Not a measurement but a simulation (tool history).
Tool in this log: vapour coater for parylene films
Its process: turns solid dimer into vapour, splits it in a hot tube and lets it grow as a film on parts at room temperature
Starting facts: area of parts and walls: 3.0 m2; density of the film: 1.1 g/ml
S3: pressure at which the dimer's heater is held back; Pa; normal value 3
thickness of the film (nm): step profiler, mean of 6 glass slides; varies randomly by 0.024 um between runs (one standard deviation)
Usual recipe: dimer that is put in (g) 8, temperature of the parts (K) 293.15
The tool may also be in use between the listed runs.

Run 1, hour 0: usual settings. Result: thickness of the film (nm) 2040.
Run 2, hour 14.9: usual settings but temperature of the parts (K) 291.15. Result: thickness of the film (nm) 2090.
Run 3, hour 24.8: usual settings but S3 3.63 Pa. Result: thickness of the film (nm) 1940.
Run 4, hour 34.6: usual settings. Result: thickness of the film (nm) 1950.
Run 5, hour 45: usual settings. Result: thickness of the film (nm) 1980.
Run 6, hour 57.3: usual settings. Result: thickness of the film (nm) 1910.
Run 7, hour 65.2: usual settings. Result: thickness of the film (nm) 2020.
Run 8, hour 76.3: usual settings. Result: thickness of the film (nm) 1930.
Run 9, hour 88.9: usual settings. Result: thickness of the film (nm) 2020.
Run 10, hour 104.1: usual settings. Result: thickness of the film (nm) 2010.
Run 11, hour 116.5: usual settings. Result: thickness of the film (nm) 1990.
Run 12, hour 131: usual settings but dimer that is put in (g) 6, temperature of the parts (K) 297.15, S3 10.66 Pa. Result: thickness of the film (nm) 1070.
Run 13, hour 148.1: usual settings but dimer that is put in (g) 13, temperature of the parts (K) 299.15, S3 8.63 Pa. Result: thickness of the film (nm) 2370.

Run 14 comes next. What will it give?
Run 14, hour 161.3: usual settings but dimer that is put in (g) 13, temperature of the parts (K) 299.15, S3 8.63 Pa. Result: thickness of the film (nm) ?.

For run 14 the tool returned thickness of the film (nm) 2350.
With no hidden state in the tool, this same run would have given thickness of the film (nm) 2360.
